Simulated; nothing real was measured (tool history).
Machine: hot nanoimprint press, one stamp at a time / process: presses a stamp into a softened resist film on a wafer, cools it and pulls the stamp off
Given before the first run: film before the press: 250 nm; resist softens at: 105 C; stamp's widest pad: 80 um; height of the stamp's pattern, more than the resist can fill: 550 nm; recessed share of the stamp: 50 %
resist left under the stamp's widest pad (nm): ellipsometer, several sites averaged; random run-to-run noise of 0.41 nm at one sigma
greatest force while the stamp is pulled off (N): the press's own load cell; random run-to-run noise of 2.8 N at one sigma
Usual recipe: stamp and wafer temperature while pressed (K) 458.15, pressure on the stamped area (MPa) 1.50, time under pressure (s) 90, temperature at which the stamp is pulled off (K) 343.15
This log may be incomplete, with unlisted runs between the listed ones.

run,hour,stamp and wafer temperature while pressed (K),pressure on the stamped area (MPa),time under pressure (s),temperature at which the stamp is pulled off (K),resist left under the stamp's widest pad (nm),greatest force while the stamp is pulled off (N)
1,0.0,458.15,1.50,90,343.15,89.3,137
2,32.9,458.15,1.50,140,343.15,78.1,145
# hour 53.5: plate thermocouple calibrated
3,61.9,458.15,1.50,140,343.15,76.0,143
4,97.4,458.15,1.50,90,348.15,90.0,147
5,116.5,458.15,1.50,90,348.15,89.3,157
6,136.6,458.15,1.50,90,348.15,90.2,152
7,176.7,458.15,1.50,90,348.15,90.0,158
8,203.5,458.15,1.50,90,348.15,90.1,161
9,233.1,446.15,1.50,90,337.15,124.8,175
# hour 250.0: stamp cleaned and given a new release coat
10,274.7,446.15,1.50,90,337.15,125.7,143
11,306.1,458.15,1.50,90,347.15,91.2,140
12,327.2,456.15,0.91,90,344.15,125.6,141
13,344.6,466.15,0.91,90,344.15,99.3,149
14,370.5,458.15,1.50,128,343.15,80.3,148
15,405.8,458.15,1.50,128,343.15,80.3,154
16,429.6,457.15,1.27,150,348.15,86.1,151

5 ways to go on from here, each from the tool as it stands after run 16. What would each give?
A,462.8,457.15,1.27,89,330.15,?,?
B,462.8,457.15,1.27,150,350.15,?,?
C,462.8,455.15,1.92,90,340.15,?,?
D,462.8,457.15,1.06,150,347.15,?,?
E,462.8,466.15,1.50,90,349.15,?,?

run,resist left under the stamp's widest pad (nm),greatest force while the stamp is pulled off (N)
A,102.9,172
B,86.2,152
C,85.7,164
D,94.6,166
E,73.7,155
Stripped of hidden state, with their random variation kept, the same runs would have yielded:
run,resist left under the stamp's widest pad (nm),greatest force while the stamp is pulled off (N)
A,100.0,138
B,83.8,122
C,82.7,132
D,92.1,134
E,71.5,125
